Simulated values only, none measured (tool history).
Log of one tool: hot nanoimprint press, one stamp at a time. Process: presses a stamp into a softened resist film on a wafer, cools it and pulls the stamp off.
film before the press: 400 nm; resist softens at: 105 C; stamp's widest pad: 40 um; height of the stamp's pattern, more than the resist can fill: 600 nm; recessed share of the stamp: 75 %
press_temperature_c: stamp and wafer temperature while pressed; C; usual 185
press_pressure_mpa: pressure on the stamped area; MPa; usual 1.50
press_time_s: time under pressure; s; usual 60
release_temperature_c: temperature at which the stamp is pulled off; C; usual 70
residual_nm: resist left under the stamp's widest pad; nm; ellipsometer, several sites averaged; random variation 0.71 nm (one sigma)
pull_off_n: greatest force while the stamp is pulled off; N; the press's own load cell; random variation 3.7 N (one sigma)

| run | day | press_temperature_c | press_pressure_mpa | press_time_s | release_temperature_c | residual_nm | pull_off_n |
|---|---|---|---|---|---|---|---|
| 1 | 0.000 | 185 | 1.50 | 60 | 70 | 165.3 | 257 |
| 2 | 0.396 | 185 | 1.11 | 60 | 70 | 192.6 | 255 |
| 3 | 0.717 | 185 | 1.11 | 60 | 70 | 192.2 | 265 |
| 4 | 1.067 | 185 | 1.50 | 60 | 59 | 164.5 | 298 |
| 5 | 1.312 | 185 | 1.50 | 60 | 59 | 164.7 | 296 |
| 6 | 1.571 | 185 | 1.50 | 60 | 59 | 163.9 | 309 |
| 7 | 1.871 | 185 | 1.50 | 60 | 57 | 164.6 | 307 |
| 8 | 2.196 | 185 | 1.50 | 60 | 57 | 164.0 | 326 |
| 9 | 2.575 | 185 | 1.50 | 60 | 57 | 163.9 | 314 |
| 10 | 2.879 | 185 | 1.50 | 60 | 57 | 164.8 | 323 |
| 11 | 3.225 | 185 | 1.50 | 60 | 57 | 163.9 | 326 |
| 12 | 3.483 | 185 | 1.50 | 60 | 57 | 162.6 | 333 |
|  | 3.642 | plate thermocouple calibrated |
| 13 | 3.912 | 185 | 1.50 | 60 | 57 | 162.7 | 331 |
| 14 | 4.242 | 185 | 1.50 | 60 | 70 | 163.1 | 289 |
| 15 | 4.508 | 185 | 1.50 | 60 | 70 | 161.3 | 296 |
| 16 | 4.917 | 188 | 1.50 | 81 | 67 | 131.2 | 309 |
| 17 | 5.179 | 188 | 2.34 | 81 | 72 | 101.0 | 279 |
| 18 | 5.488 | 174 | 1.69 | 60 | 70 | 219.1 | 308 |
|  | 5.638 | plate thermocouple calibrated, once more |
| 19 | 5.925 | 174 | 1.29 | 95 | 70 | 223.7 | 323 |
| 20 | 6.304 | 185 | 1.50 | 49 | 63 | 180.5 | 339 |
| 21 | 6.617 | 192 | 1.50 | 60 | 62 | 133.4 | 348 |
| 22 | 6.925 | 192 | 1.50 | 60 | 62 | 133.0 | 361 |
| 23 | 7.112 | 177 | 1.50 | 60 | 62 | 217.9 | 351 |
| 24 | 7.325 | 185 | 1.50 | 30 | 68 | 212.2 | 331 |
| 25 | 7.604 | 196 | 1.50 | 60 | 70 | 118.0 | 331 |
| 26 | 7.879 | 182 | 1.50 | 103 | 61 | 153.1 | 382 |
| 27 | 8.142 | 185 | 1.50 | 60 | 67 | 167.0 | 352 |
| 28 | 8.354 | 185 | 1.50 | 60 | 67 | 167.3 | 340 |
| 29 | 8.671 | 181 | 1.50 | 36 | 77 | 225.0 | 310 |

Forecast each of these 4 alternatives for the next run:
| A | 8.850 | 181 | 1.50 | 34 | 77 | ? | ? |
| B | 8.850 | 186 | 1.29 | 50 | 70 | ? | ? |
| C | 8.850 | 189 | 1.50 | 36 | 67 | ? | ? |
| D | 8.850 | 176 | 1.50 | 100 | 76 | ? | ? |

| run | residual_nm | pull_off_n |
|---|---|---|
| A | 230.2 | 330 |
| B | 187.6 | 340 |
| C | 177.1 | 363 |
| D | 190.7 | 319 |
Without the tool's hidden state the same runs would have given:
| run | residual_nm | pull_off_n |
|---|---|---|
| A | 229.5 | 171 |
| B | 187.1 | 176 |
| C | 176.4 | 190 |
| D | 190.2 | 166 |

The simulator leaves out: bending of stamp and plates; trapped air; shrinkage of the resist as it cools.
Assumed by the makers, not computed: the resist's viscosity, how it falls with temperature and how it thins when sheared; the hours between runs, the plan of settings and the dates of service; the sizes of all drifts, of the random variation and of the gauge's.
